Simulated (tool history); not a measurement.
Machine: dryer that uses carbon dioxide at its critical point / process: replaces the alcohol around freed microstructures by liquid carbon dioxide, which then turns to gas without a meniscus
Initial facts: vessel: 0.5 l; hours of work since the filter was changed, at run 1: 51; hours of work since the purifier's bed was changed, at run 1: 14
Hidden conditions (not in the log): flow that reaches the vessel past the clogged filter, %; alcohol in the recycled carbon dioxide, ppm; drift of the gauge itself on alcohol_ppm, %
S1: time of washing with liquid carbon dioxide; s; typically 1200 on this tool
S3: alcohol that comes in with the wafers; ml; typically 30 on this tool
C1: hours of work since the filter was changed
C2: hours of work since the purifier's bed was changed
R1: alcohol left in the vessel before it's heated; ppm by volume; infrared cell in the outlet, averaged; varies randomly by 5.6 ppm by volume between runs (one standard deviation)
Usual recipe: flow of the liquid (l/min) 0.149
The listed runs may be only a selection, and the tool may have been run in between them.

run 1 hour=0.0 | S1=1200 flow_of_the_liquid_(l/min)=0.149 S3=30 | C1=51 C2=14 | R1=211
run 2 hour=27.3 | S1=1800 flow_of_the_liquid_(l/min)=0.149 S3=30 | C1=68 C2=31 | R1=29
run 3 hour=51.1 | S1=1200 flow_of_the_liquid_(l/min)=0.194 S3=30 | C1=83 C2=46 | R1=59
run 4 hour=74.4 | S1=1200 flow_of_the_liquid_(l/min)=0.194 S3=30 | C1=98 C2=60 | R1=79
run 5 hour=90.3 | S1=1200 flow_of_the_liquid_(l/min)=0.194 S3=30 | C1=107 C2=70 | R1=64
run 6 hour=124.8 | S1=1200 flow_of_the_liquid_(l/min)=0.194 S3=30 | C1=129 C2=92 | R1=89
run 7 hour=151.7 | S1=1200 flow_of_the_liquid_(l/min)=0.194 S3=30 | C1=146 C2=109 | R1=91
run 8 hour=173.2 | S1=1200 flow_of_the_liquid_(l/min)=0.194 S3=30 | C1=159 C2=122 | R1=104
run 9 hour=202.7 | S1=1200 flow_of_the_liquid_(l/min)=0.149 S3=29 | C1=177 C2=140 | R1=350
run 10 hour=226.6 | S1=1200 flow_of_the_liquid_(l/min)=0.149 S3=26 | C1=192 C2=155 | R1=317
-- hour=248.9 inlet filter changed
run 11 hour=264.0 | S1=1200 flow_of_the_liquid_(l/min)=0.149 S3=30 | C1=9 C2=178 | R1=246
run 12 hour=286.4 | S1=1200 flow_of_the_liquid_(l/min)=0.149 S3=30 | C1=23 C2=192 | R1=250
run 13 hour=305.0 | S1=1200 flow_of_the_liquid_(l/min)=0.149 S3=30 | C1=35 C2=203 | R1=277
run 14 hour=333.2 | S1=1200 flow_of_the_liquid_(l/min)=0.149 S3=30 | C1=53 C2=221 | R1=293
run 15 hour=367.0 | S1=1200 flow_of_the_liquid_(l/min)=0.146 S3=30 | C1=74 C2=242 | R1=337
run 16 hour=401.8 | S1=1200 flow_of_the_liquid_(l/min)=0.146 S3=38 | C1=95 C2=264 | R1=427
run 17 hour=429.1 | S1=1200 flow_of_the_liquid_(l/min)=0.149 S3=78 | C1=112 C2=281 | R1=752
run 18 hour=452.3 | S1=1200 flow_of_the_liquid_(l/min)=0.149 S3=63 | C1=127 C2=295 | R1=620
run 19 hour=483.3 | S1=1560 flow_of_the_liquid_(l/min)=0.121 S3=29 | C1=146 C2=315 | R1=315
run 20 hour=515.3 | S1=1200 flow_of_the_liquid_(l/min)=0.096 S3=30 | C1=166 C2=334 | R1=2157
run 21 hour=545.6 | S1=1200 flow_of_the_liquid_(l/min)=0.096 S3=30 | C1=185 C2=353 | R1=2212
-- hour=580.6 inlet filter changed
run 22 hour=584.4 | S1=1380 flow_of_the_liquid_(l/min)=0.108 S3=30 | C1=2 C2=377 | R1=638
run 23 hour=608.9 | S1=1380 flow_of_the_liquid_(l/min)=0.108 S3=30 | C1=18 C2=392 | R1=665
run 24 hour=642.8 | S1=780 flow_of_the_liquid_(l/min)=0.138 S3=50 | C1=39 C2=413 | R1=3255
run 25 hour=682.2 | S1=780 flow_of_the_liquid_(l/min)=0.138 S3=50 | C1=63 C2=438 | R1=3371
run 26 hour=717.2 | S1=1020 flow_of_the_liquid_(l/min)=0.100 S3=49 | C1=85 C2=460 | R1=4355
run 27 hour=747.5 | S1=1200 flow_of_the_liquid_(l/min)=0.119 S3=30 | C1=104 C2=479 | R1=952
run 28 hour=764.9 | S1=840 flow_of_the_liquid_(l/min)=0.149 S3=30 | C1=115 C2=489 | R1=1502
run 29 hour=788.3 | S1=840 flow_of_the_liquid_(l/min)=0.149 S3=30 | C1=129 C2=504 | R1=1513
run 30 hour=824.9 | S1=840 flow_of_the_liquid_(l/min)=0.187 S3=40 | C1=152 C2=527 | R1=890

Below, some changes in R1 between adjacent runs. For each, the amount present without the hidden state too (settings, incoming material, random variation) and the amount remaining for the hidden state with gauge scatter not shared by both compared results:
Run 19 -> 20: S1 1560 -> 1200, flow of the liquid (l/min) 0.121 -> 0.096, S3 29 -> 30. R1 +1842 ppm by volume: hidden state +509, all else +1333.
Run 21 -> 22: S1 1200 -> 1380, flow of the liquid (l/min) 0.096 -> 0.108, inlet filter changed. R1 -1574 ppm by volume: hidden state -629, all else -945.
Run 23 -> 24: S1 1380 -> 780, flow of the liquid (l/min) 0.108 -> 0.138, S3 30 -> 50. R1 +2590 ppm by volume: hidden state +226, all else +2364.
Run 26 -> 27: S1 1020 -> 1200, flow of the liquid (l/min) 0.100 -> 0.119, S3 49 -> 30. R1 -3403 ppm by volume: hidden state -427, all else -2976.

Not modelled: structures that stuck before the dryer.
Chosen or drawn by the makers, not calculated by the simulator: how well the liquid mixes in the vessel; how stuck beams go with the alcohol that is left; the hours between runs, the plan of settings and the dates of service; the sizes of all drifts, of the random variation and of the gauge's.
